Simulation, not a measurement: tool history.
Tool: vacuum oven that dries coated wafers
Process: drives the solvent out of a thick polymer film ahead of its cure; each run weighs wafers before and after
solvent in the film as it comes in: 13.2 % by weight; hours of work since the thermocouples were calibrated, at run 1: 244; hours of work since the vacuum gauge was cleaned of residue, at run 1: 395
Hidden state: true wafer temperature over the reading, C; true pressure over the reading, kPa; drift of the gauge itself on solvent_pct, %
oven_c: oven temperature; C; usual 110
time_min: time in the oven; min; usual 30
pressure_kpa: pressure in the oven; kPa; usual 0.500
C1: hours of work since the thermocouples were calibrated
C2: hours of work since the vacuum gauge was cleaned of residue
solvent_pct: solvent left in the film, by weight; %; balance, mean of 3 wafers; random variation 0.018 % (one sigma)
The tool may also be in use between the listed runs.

run 1 hour=0.0 | oven_c=110 time_min=30 pressure_kpa=0.500 | C1=244 C2=395 | solvent_pct=1.69
run 2 hour=11.2 | oven_c=110 time_min=30 pressure_kpa=0.500 | C1=252 C2=403 | solvent_pct=1.73
run 3 hour=19.9 | oven_c=110 time_min=30 pressure_kpa=1.950 | C1=257 C2=408 | solvent_pct=2.01
run 4 hour=31.5 | oven_c=112 time_min=30 pressure_kpa=0.500 | C1=265 C2=416 | solvent_pct=1.32
run 5 hour=40.5 | oven_c=112 time_min=30 pressure_kpa=0.500 | C1=271 C2=422 | solvent_pct=1.35
run 6 hour=47.2 | oven_c=112 time_min=30 pressure_kpa=0.500 | C1=275 C2=426 | solvent_pct=1.34
run 7 hour=60.7 | oven_c=124 time_min=30 pressure_kpa=0.500 | C1=284 C2=435 | solvent_pct=0.29
run 8 hour=74.3 | oven_c=110 time_min=30 pressure_kpa=0.500 | C1=293 C2=444 | solvent_pct=1.64
run 9 hour=84.9 | oven_c=110 time_min=30 pressure_kpa=0.500 | C1=300 C2=451 | solvent_pct=1.69
run 10 hour=94.3 | oven_c=110 time_min=30 pressure_kpa=0.500 | C1=306 C2=457 | solvent_pct=1.68
run 11 hour=106.5 | oven_c=110 time_min=30 pressure_kpa=0.500 | C1=314 C2=465 | solvent_pct=1.67
run 12 hour=114.0 | oven_c=110 time_min=30 pressure_kpa=0.500 | C1=319 C2=470 | solvent_pct=1.68
run 13 hour=124.4 | oven_c=110 time_min=30 pressure_kpa=0.500 | C1=326 C2=477 | solvent_pct=1.66
run 14 hour=138.5 | oven_c=110 time_min=30 pressure_kpa=0.500 | C1=335 C2=486 | solvent_pct=1.68
run 15 hour=150.9 | oven_c=110 time_min=30 pressure_kpa=0.500 | C1=343 C2=494 | solvent_pct=1.67
-- hour=154.0 oven's thermocouples calibrated
run 16 hour=166.0 | oven_c=124 time_min=50 pressure_kpa=0.784 | C1=8 C2=503 | solvent_pct=0.15
run 17 hour=178.9 | oven_c=124 time_min=50 pressure_kpa=0.784 | C1=16 C2=511 | solvent_pct=0.16

Run 18 comes next. What will it give?
run 18 hour=189.0 | oven_c=124 time_min=50 pressure_kpa=0.784 | C1=23 C2=518 | solvent_pct=?

Run 18 gave solvent_pct 0.16 %.
Without the tool's hidden state the same run would have given solvent_pct 0.14 %.
